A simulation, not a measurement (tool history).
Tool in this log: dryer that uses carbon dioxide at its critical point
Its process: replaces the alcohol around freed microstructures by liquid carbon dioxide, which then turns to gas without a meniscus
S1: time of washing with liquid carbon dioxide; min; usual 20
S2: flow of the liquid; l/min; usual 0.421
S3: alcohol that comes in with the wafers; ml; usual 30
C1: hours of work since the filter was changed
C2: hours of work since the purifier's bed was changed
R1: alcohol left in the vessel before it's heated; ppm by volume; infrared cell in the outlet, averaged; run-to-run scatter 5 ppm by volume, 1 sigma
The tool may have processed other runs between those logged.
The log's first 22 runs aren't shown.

Run 23, day 8.704: usual settings but S1 29 min, S2 0.401 l/min, S3 40 ml; C1 177; C2 441. Result: R1 40 ppm by volume.
Run 24, day 9.083: usual settings but S1 23 min, S2 0.303 l/min, S3 57 ml; C1 183; C2 448. Result: R1 266 ppm by volume.
Run 25, day 9.458: usual settings but S1 23 min, S2 0.303 l/min, S3 57 ml; C1 190; C2 454. Result: R1 272 ppm by volume.
Run 26, day 9.742: usual settings but S2 0.609 l/min, S3 44 ml; C1 195; C2 459. Result: R1 32 ppm by volume.
Run 27, day 10.192: usual settings but S2 0.609 l/min, S3 44 ml; C1 203; C2 467. Result: R1 36 ppm by volume.
Run 28, day 10.546: usual settings but S2 0.307 l/min, S3 46 ml; C1 209; C2 473. Result: R1 426 ppm by volume.
Run 29, day 10.804: usual settings but S1 28 min, S2 0.295 l/min, S3 27 ml; C1 213; C2 478. Result: R1 84 ppm by volume.
Run 30, day 11.175: usual settings but S2 0.399 l/min, S3 116 ml; C1 220; C2 484. Result: R1 283 ppm by volume.
At day 11.588: inlet filter changed.
Run 31, day 11.738: usual settings but S1 32 min, S3 106 ml; C1 3; C2 493. Result: R1 29 ppm by volume.
Run 32, day 12.229: usual settings but S1 22 min, S2 0.458 l/min, S3 76 ml; C1 11; C2 501. Result: R1 50 ppm by volume.
Run 33, day 12.575: usual settings but S1 22 min, S2 0.458 l/min, S3 76 ml; C1 17; C2 507. Result: R1 45 ppm by volume.
Run 34, day 12.833: usual settings but S1 24 min, S2 0.429 l/min, S3 49 ml; C1 22; C2 512. Result: R1 45 ppm by volume.
Run 35, day 13.083: usual settings but S1 24 min, S2 0.429 l/min, S3 49 ml; C1 26; C2 516. Result: R1 42 ppm by volume.
Run 36, day 13.621: usual settings but S1 18 min, S2 0.372 l/min, S3 40 ml; C1 35; C2 525. Result: R1 124 ppm by volume.
Run 37, day 13.917: usual settings but S2 0.661 l/min, S3 111 ml; C1 40; C2 531. Result: R1 41 ppm by volume.
Run 38, day 14.179: usual settings but S1 17 min, S2 0.509 l/min; C1 45; C2 535. Result: R1 46 ppm by volume.
Run 39, day 14.621: usual settings but S1 29 min, S2 0.402 l/min; C1 52; C2 543. Result: R1 42 ppm by volume.
Run 40, day 15.075: usual settings but S1 15 min, S3 90 ml; C1 60; C2 551. Result: R1 369 ppm by volume.

Consider 4 possible next runs. They are alternatives, not a sequence: every one starts from the tool as it was left by run 40. What does each give?
Run A, day 15.496: usual settings but S1 27 min, S3 20 ml; C1 67; C2 558. Result: R1 ?.
Run B, day 15.496: usual settings but S1 23 min, S3 63 ml; C1 67; C2 558. Result: R1 ?.
Run C, day 15.496: usual settings but S1 31 min, S2 0.467 l/min, S3 69 ml; C1 67; C2 558. Result: R1 ?.
Run D, day 15.496: usual settings but S1 13 min, S2 0.580 l/min, S3 77 ml; C1 67; C2 558. Result: R1 ?.

run   R1
  A   44
  B   53
  C   33
  D  132
The same runs, with their run-to-run variation unchanged, on a tool lacking any hidden condition would have given:
run  R1
  A   9
  B  13
  C   0
  D  65
